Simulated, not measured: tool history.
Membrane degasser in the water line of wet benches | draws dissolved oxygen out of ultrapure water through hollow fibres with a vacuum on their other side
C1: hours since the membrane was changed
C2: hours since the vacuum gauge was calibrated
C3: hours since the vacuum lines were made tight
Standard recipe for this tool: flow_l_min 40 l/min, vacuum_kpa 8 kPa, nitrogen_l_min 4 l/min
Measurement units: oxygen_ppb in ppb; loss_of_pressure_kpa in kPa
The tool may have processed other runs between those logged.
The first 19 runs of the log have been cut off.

{"run": 20, "hour": 2592.8, "flow_l_min": 32, "vacuum_kpa": 6.45, "nitrogen_l_min": 2.37, "C1": 6059, "C2": 1272, "C3": 1496, "oxygen_ppb": 102.8, "loss_of_pressure_kpa": 46.9}
{"run": 21, "hour": 2720.1, "flow_l_min": 51, "vacuum_kpa": 7.02, "nitrogen_l_min": 5.88, "C1": 6186, "C2": 1399, "C3": 1623, "oxygen_ppb": 85.1, "loss_of_pressure_kpa": 75.74}
{"run": 22, "hour": 2864.6, "flow_l_min": 27, "vacuum_kpa": 12.47, "nitrogen_l_min": 5.77, "C1": 6331, "C2": 1544, "C3": 1768, "oxygen_ppb": 107.2, "loss_of_pressure_kpa": 39.83}
{"run": 23, "hour": 3029.6, "flow_l_min": 27, "vacuum_kpa": 12.47, "nitrogen_l_min": 5.77, "C1": 6496, "C2": 1709, "C3": 1933, "oxygen_ppb": 107.2, "loss_of_pressure_kpa": 39.87}
{"run": 24, "hour": 3173.1, "flow_l_min": 27, "vacuum_kpa": 12.47, "nitrogen_l_min": 5.77, "C1": 6639, "C2": 1852, "C3": 2076, "oxygen_ppb": 107.6, "loss_of_pressure_kpa": 40.04}
{"run": 25, "hour": 3272.2, "flow_l_min": 56, "vacuum_kpa": 8.02, "nitrogen_l_min": 7.59, "C1": 6738, "C2": 1952, "C3": 2175, "oxygen_ppb": 94.3, "loss_of_pressure_kpa": 82.65}
{"run": 26, "hour": 3366.6, "flow_l_min": 34, "vacuum_kpa": 6.64, "nitrogen_l_min": 6.83, "C1": 6833, "C2": 2046, "C3": 2270, "oxygen_ppb": 43.8, "loss_of_pressure_kpa": 50.14}
{"run": 27, "hour": 3529.3, "flow_l_min": 46, "vacuum_kpa": 15.67, "nitrogen_l_min": 6.83, "C1": 6996, "C2": 2209, "C3": 2432, "oxygen_ppb": 208.5, "loss_of_pressure_kpa": 68.32}
{"run": 28, "hour": 3677.7, "flow_l_min": 41, "vacuum_kpa": 14.86, "nitrogen_l_min": 11.19, "C1": 7144, "C2": 2357, "C3": 2581, "oxygen_ppb": 108.9, "loss_of_pressure_kpa": 60.46}
{"run": 29, "hour": 3780.7, "flow_l_min": 27, "vacuum_kpa": 14.86, "nitrogen_l_min": 11.19, "C1": 7247, "C2": 2460, "C3": 2684, "oxygen_ppb": 71.8, "loss_of_pressure_kpa": 40.01}
{"run": 30, "hour": 3966.0, "flow_l_min": 27, "vacuum_kpa": 14.86, "nitrogen_l_min": 1.7, "C1": 7432, "C2": 2645, "C3": 2869, "oxygen_ppb": 422.4, "loss_of_pressure_kpa": 39.97}
{"run": 31, "hour": 4138.5, "flow_l_min": 28, "vacuum_kpa": 6.04, "nitrogen_l_min": 4, "C1": 7605, "C2": 2818, "C3": 3042, "oxygen_ppb": 50.2, "loss_of_pressure_kpa": 41.23}
{"hour": 4224.5, "done": "seals of the vacuum lines changed"}
{"run": 32, "hour": 4240.6, "flow_l_min": 40, "vacuum_kpa": 9.13, "nitrogen_l_min": 2.52, "C1": 7705, "C2": 2918, "C3": 16, "oxygen_ppb": 221.5, "loss_of_pressure_kpa": 59.29}
{"run": 33, "hour": 4423.6, "flow_l_min": 40, "vacuum_kpa": 9.13, "nitrogen_l_min": 2.52, "C1": 7888, "C2": 3101, "C3": 199, "oxygen_ppb": 224.2, "loss_of_pressure_kpa": 59.14}

3 options for the next run, each taken on its own from the tool as it stands now. Forecast them:
{"run": "A", "hour": 4539.9, "flow_l_min": 54, "vacuum_kpa": 11.56, "nitrogen_l_min": 10.62, "C1": 8004, "C2": 3217, "C3": 315, "oxygen_ppb": "?", "loss_of_pressure_kpa": "?"}
{"run": "B", "hour": 4539.9, "flow_l_min": 40, "vacuum_kpa": 15.66, "nitrogen_l_min": 5.67, "C1": 8004, "C2": 3217, "C3": 315, "oxygen_ppb": "?", "loss_of_pressure_kpa": "?"}
{"run": "C", "hour": 4539.9, "flow_l_min": 27, "vacuum_kpa": 8, "nitrogen_l_min": 4, "C1": 8004, "C2": 3217, "C3": 315, "oxygen_ppb": "?", "loss_of_pressure_kpa": "?"}

run=A oxygen_ppb=112.5 loss_of_pressure_kpa=80.05
run=B oxygen_ppb=219.7 loss_of_pressure_kpa=59.71
run=C oxygen_ppb=82 loss_of_pressure_kpa=40.09
Without the tool's unlogged condition, the same runs would have read:
run=A oxygen_ppb=106.9 loss_of_pressure_kpa=79.89
run=B oxygen_ppb=209 loss_of_pressure_kpa=59.59
run=C oxygen_ppb=78 loss_of_pressure_kpa=40.02
